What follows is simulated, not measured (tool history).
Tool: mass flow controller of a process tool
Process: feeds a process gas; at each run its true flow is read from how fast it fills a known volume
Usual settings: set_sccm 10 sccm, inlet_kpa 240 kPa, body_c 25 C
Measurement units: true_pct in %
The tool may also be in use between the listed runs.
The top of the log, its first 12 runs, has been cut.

run	hour	set_sccm	inlet_kpa	body_c	hours of work since the controller was set to zero	hours of work since the controller was changed	true_pct
13	2375.3	15	240	25	1104	5894	97.91
# hour 2519.9: gauge calibrated
14	2588.8	15	240	25	1234	6023	99.89
15	2726.5	15	240	25	1317	6107	99.70
16	2938.9	15	240	25	1446	6236	99.52
17	3116.3	15	240	25	1554	6343	99.26
18	3266.5	10	189	23	1645	6435	98.91
19	3482.5	10	141	25	1776	6566	98.35
20	3678.3	2	142	25	1895	6685	97.75
21	3910.0	10	191	40	2035	6825	97.08
22	4201.9	4	158	40	2213	7002	96.50
23	4379.2	4	158	40	2320	7110	96.33

Predict the results of run 24:
24	4672.6	10	176	31	2498	7288	?

{"run 24": {"true_pct": 97.07}}
With the hidden condition absent and the run-to-run variation left alone, this run would have shown true_pct 98.88 %.

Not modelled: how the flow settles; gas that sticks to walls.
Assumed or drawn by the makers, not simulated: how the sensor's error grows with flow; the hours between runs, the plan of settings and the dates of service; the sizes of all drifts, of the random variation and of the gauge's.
